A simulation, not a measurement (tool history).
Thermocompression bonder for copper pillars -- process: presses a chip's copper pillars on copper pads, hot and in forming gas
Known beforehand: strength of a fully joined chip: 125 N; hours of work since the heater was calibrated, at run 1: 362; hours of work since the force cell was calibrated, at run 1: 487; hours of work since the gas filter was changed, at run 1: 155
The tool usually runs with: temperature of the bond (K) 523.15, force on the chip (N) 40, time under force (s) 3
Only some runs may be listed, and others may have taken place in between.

run   hour  temperature of the bond (K)  force on the chip (N)  time under force (s)  hours of work since the heater was calibrated  hours of work since the force cell was calibrated  hours of work since the gas filter was changed  force that shears a chip off (N)
  1      0                       523.15                     40                     3                                            362                                                487                                             155                              62.8
      15.8  -- forming gas filter changed
  2   38.4                       523.15                     40                     3                                            392                                                516                                              18                              66.1
  3   62.6                       528.15                     40                     3                                            411                                                535                                              37                              72.5
  4     83                       528.15                     40                     3                                            427                                                551                                              53                                69
  5  118.4                       523.15                     40                     2                                            454                                                579                                              81                              55.3
  6  134.3                       523.15                     40                     2                                            467                                                592                                              93                                57
  7  160.5                       523.15                     40                     3                                            487                                                612                                             114                              63.1
  8  190.4                       523.15                     40                     3                                            511                                                636                                             137                              61.6
  9  221.4                       523.15                     40                     3                                            535                                                660                                             161                              62.4
     228.5  -- forming gas filter changed
 10  245.5                       514.15                     40                     3                                            554                                                679                                              13                              54.5
 11  263.9                       523.15                     40                     3                                            568                                                693                                              28                              62.8
 12  297.7                       523.15                     40                     3                                            595                                                720                                              54                              63.8
 13  322.6                       523.15                     55                     3                                            614                                                739                                              74                              80.5
 14  348.5                       523.15                     55                     3                                            635                                                759                                              94                                80
 15  365.9                       523.15                     55                     3                                            648                                                773                                             108                              80.4
 16  396.5                       523.15                     40                     3                                            672                                                797                                             132                              62.4
 17  426.7                       523.15                     40                     3                                            696                                                821                                             156                              60.5
     443.9  -- forming gas filter changed
 18  447.3                       523.15                     40                     3                                            712                                                837                                               3                              62.2
 19  476.1                       523.15                     40                     3                                            734                                                859                                              25                              61.5
 20  507.5                       523.15                     40                     3                                            759                                                884                                              50                              61.4
 21  542.9                       516.15                     38                     8                                            787                                                912                                              78                              72.7
 22    560                       550.15                     40                     3                                            800                                                925                                              91                              88.1
 23  576.6                       509.15                     42                     2                                            813                                                938                                             104                              41.7
 24  611.9                       515.15                     42                     7                                            841                                                966                                             132                              72.1
 25  635.6                       515.15                     42                     2                                            860                                                984                                             150                              46.6
       657  -- forming gas filter changed
 26  663.4                       501.15                     27                     2                                            881                                               1006                                               5                              22.8
 27  682.9                       529.15                     40                     5                                            896                                               1021                                              20                              77.6
 28  707.6                       514.15                     26                     5                                            916                                               1041                                              40                              40.8

Predict the results of run 29:
 29  731.4                       514.15                     26                     5                                            934                                               1059                                              58                                 ?

force that shears a chip off (N): 38.4
With the hidden condition absent and the run-to-run variation left alone, this run would have shown force that shears a chip off (N) 45.6.
